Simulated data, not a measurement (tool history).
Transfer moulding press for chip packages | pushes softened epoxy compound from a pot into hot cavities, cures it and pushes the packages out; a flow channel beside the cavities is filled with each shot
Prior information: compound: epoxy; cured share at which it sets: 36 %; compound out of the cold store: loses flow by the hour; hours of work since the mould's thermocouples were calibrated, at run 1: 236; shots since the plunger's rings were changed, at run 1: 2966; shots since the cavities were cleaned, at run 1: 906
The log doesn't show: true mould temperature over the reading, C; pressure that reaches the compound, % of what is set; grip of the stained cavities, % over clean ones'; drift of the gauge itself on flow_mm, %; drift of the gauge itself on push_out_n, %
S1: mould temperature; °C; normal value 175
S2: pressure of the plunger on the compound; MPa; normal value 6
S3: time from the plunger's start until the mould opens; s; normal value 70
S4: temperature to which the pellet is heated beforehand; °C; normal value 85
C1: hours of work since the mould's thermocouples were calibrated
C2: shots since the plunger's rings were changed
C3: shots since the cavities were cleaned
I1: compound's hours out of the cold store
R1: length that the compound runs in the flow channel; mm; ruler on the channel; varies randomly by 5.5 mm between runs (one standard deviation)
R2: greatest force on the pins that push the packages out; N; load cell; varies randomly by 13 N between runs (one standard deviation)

{"run": 1, "hour": 0.0, "S1": 175, "S2": 6, "S3": 70, "S4": 85, "C1": 236, "C2": 2966, "C3": 906, "I1": 44.1, "R1": 537, "R2": 1213}
{"hour": 5.4, "done": "cavities cleaned with cleaning compound and waxed"}
{"run": 2, "hour": 52.8, "S1": 175, "S2": 6, "S3": 70, "S4": 85, "C1": 275, "C2": 3789, "C3": 760, "I1": 38.9, "R1": 541, "R2": 1244}
{"hour": 65.5, "done": "cavities cleaned with cleaning compound and waxed"}
{"hour": 99.8, "done": "cavities cleaned with cleaning compound and waxed, once more"}
{"run": 3, "hour": 102.4, "S1": 175, "S2": 6, "S3": 70, "S4": 85, "C1": 310, "C2": 4539, "C3": 43, "I1": 45.4, "R1": 528, "R2": 692}
{"run": 4, "hour": 125.2, "S1": 170, "S2": 6, "S3": 70, "S4": 85, "C1": 327, "C2": 4906, "C3": 410, "I1": 27.2, "R1": 561, "R2": 1619}
{"hour": 158.5, "done": "cavities cleaned with cleaning compound and waxed"}
{"hour": 168.2, "done": "mould's thermocouples calibrated"}
{"run": 5, "hour": 173.1, "S1": 175, "S2": 6, "S3": 70, "S4": 85, "C1": 4, "C2": 5618, "C3": 201, "I1": 33.5, "R1": 536, "R2": 963}
{"run": 6, "hour": 204.3, "S1": 175, "S2": 5.58, "S3": 70, "S4": 85, "C1": 27, "C2": 6119, "C3": 702, "I1": 25, "R1": 536, "R2": 1222}
{"hour": 220.4, "done": "cavities cleaned with cleaning compound and waxed"}
{"run": 7, "hour": 230.6, "S1": 175, "S2": 5.58, "S3": 70, "S4": 85, "C1": 46, "C2": 6518, "C3": 163, "I1": 28.6, "R1": 520, "R2": 875}
{"hour": 238.0, "done": "plunger's sealing rings changed"}
{"hour": 283.7, "done": "cavities cleaned with cleaning compound and waxed"}
{"run": 8, "hour": 287.7, "S1": 175, "S2": 5.58, "S3": 70, "S4": 85, "C1": 86, "C2": 775, "C3": 65, "I1": 21.5, "R1": 582, "R2": 769}
{"run": 9, "hour": 313.5, "S1": 175, "S2": 6, "S3": 70, "S4": 85, "C1": 106, "C2": 1190, "C3": 480, "I1": 23.8, "R1": 584, "R2": 1158}
{"hour": 342.2, "done": "cavities cleaned with cleaning compound and waxed"}
{"run": 10, "hour": 342.2, "S1": 175, "S2": 7.44, "S3": 70, "S4": 85, "C1": 126, "C2": 1626, "C3": 0, "I1": 21.5, "R1": 658, "R2": 643}
{"run": 11, "hour": 367.9, "S1": 170, "S2": 6, "S3": 70, "S4": 85, "C1": 145, "C2": 2039, "C3": 413, "I1": 12.1, "R1": 618, "R2": 1685}
{"run": 12, "hour": 394.4, "S1": 170, "S2": 6, "S3": 70, "S4": 85, "C1": 165, "C2": 2465, "C3": 839, "I1": 47, "R1": 544, "R2": 1648}
{"hour": 400.9, "done": "cavities cleaned with cleaning compound and waxed"}
{"run": 13, "hour": 417.7, "S1": 170, "S2": 6, "S3": 70, "S4": 85, "C1": 182, "C2": 2814, "C3": 270, "I1": 10.8, "R1": 613, "R2": 1496}
{"run": 14, "hour": 454.5, "S1": 175, "S2": 6, "S3": 70, "S4": 85, "C1": 210, "C2": 3407, "C3": 863, "I1": 19.6, "R1": 575, "R2": 1240}
{"hour": 462.1, "done": "cavities cleaned with cleaning compound and waxed"}
{"run": 15, "hour": 480.3, "S1": 175, "S2": 6, "S3": 70, "S4": 85, "C1": 228, "C2": 3797, "C3": 293, "I1": 37.6, "R1": 540, "R2": 991}
{"run": 16, "hour": 508.3, "S1": 175, "S2": 6, "S3": 108, "S4": 85, "C1": 249, "C2": 4247, "C3": 743, "I1": 30.7, "R1": 550, "R2": 796}
{"hour": 521.8, "done": "cavities cleaned with cleaning compound and waxed"}
{"run": 17, "hour": 537.3, "S1": 177, "S2": 5.45, "S3": 87, "S4": 85, "C1": 270, "C2": 4688, "C3": 249, "I1": 47.7, "R1": 499, "R2": 592}
{"run": 18, "hour": 578.3, "S1": 177, "S2": 5.45, "S3": 87, "S4": 85, "C1": 301, "C2": 5347, "C3": 908, "I1": 39.4, "R1": 493, "R2": 838}
{"hour": 583.6, "done": "cavities cleaned with cleaning compound and waxed"}
{"run": 19, "hour": 619.7, "S1": 178, "S2": 6, "S3": 61, "S4": 85, "C1": 331, "C2": 5988, "C3": 580, "I1": 27.1, "R1": 537, "R2": 1402}
{"hour": 645.8, "done": "cavities cleaned with cleaning compound and waxed"}
{"hour": 654.7, "done": "mould's thermocouples calibrated"}
{"hour": 661.8, "done": "plunger's sealing rings changed"}
{"run": 20, "hour": 666.5, "S1": 174, "S2": 6, "S3": 61, "S4": 87, "C1": 7, "C2": 75, "C3": 260, "I1": 48, "R1": 542, "R2": 1407}
{"run": 21, "hour": 706.5, "S1": 174, "S2": 6, "S3": 93, "S4": 83, "C1": 37, "C2": 718, "C3": 903, "I1": 28.7, "R1": 580, "R2": 877}
{"hour": 712.8, "done": "cavities cleaned with cleaning compound and waxed"}
{"run": 22, "hour": 751.7, "S1": 174, "S2": 6, "S3": 70, "S4": 93, "C1": 70, "C2": 1421, "C3": 627, "I1": 31.3, "R1": 574, "R2": 1246}
{"hour": 774.8, "done": "cavities cleaned with cleaning compound and waxed"}
{"run": 23, "hour": 797.3, "S1": 175, "S2": 5.8, "S3": 80, "S4": 85, "C1": 104, "C2": 2129, "C3": 362, "I1": 28.2, "R1": 563, "R2": 818}
{"run": 24, "hour": 823.7, "S1": 175, "S2": 5.8, "S3": 83, "S4": 84, "C1": 123, "C2": 2553, "C3": 786, "I1": 23.4, "R1": 571, "R2": 914}
{"hour": 833.6, "done": "cavities cleaned with cleaning compound and waxed"}
{"run": 25, "hour": 864.6, "S1": 175, "S2": 5.8, "S3": 83, "S4": 84, "C1": 153, "C2": 3186, "C3": 499, "I1": 39.5, "R1": 524, "R2": 829}
{"hour": 895.1, "done": "cavities cleaned with cleaning compound and waxed"}
{"run": 26, "hour": 900.2, "S1": 170, "S2": 4.97, "S3": 55, "S4": 90, "C1": 179, "C2": 3733, "C3": 82, "I1": 40.4, "R1": 495, "R2": 1769}
{"run": 27, "hour": 927.6, "S1": 178, "S2": 6.99, "S3": 109, "S4": 85, "C1": 200, "C2": 4174, "C3": 523, "I1": 31.5, "R1": 596, "R2": 694}

Some steps in R1 between neighbouring runs. How much of each would the tool show without its hidden state too (settings, what came in, random variation), and how much is left for the hidden state, with any gauge scatter that isn't in both results?
Run 7 -> 8: plunger's sealing rings changed, cavities cleaned with cleaning compound and waxed. R1 +62 mm: hidden state +34, all else +28.
Run 9 -> 10: S2 6 -> 7.44, cavities cleaned with cleaning compound and waxed. R1 +74 mm: hidden state -4, all else +78.
Run 19 -> 20: S1 178 -> 174, S4 85 -> 87, cavities cleaned with cleaning compound and waxed, mould's thermocouples calibrated, plunger's sealing rings changed. R1 +5 mm: hidden state +39, all else -34.
Run 26 -> 27: S1 170 -> 178, S2 4.97 -> 6.99, S3 55 -> 109, S4 90 -> 85. R1 +101 mm: hidden state -7, all else +108.

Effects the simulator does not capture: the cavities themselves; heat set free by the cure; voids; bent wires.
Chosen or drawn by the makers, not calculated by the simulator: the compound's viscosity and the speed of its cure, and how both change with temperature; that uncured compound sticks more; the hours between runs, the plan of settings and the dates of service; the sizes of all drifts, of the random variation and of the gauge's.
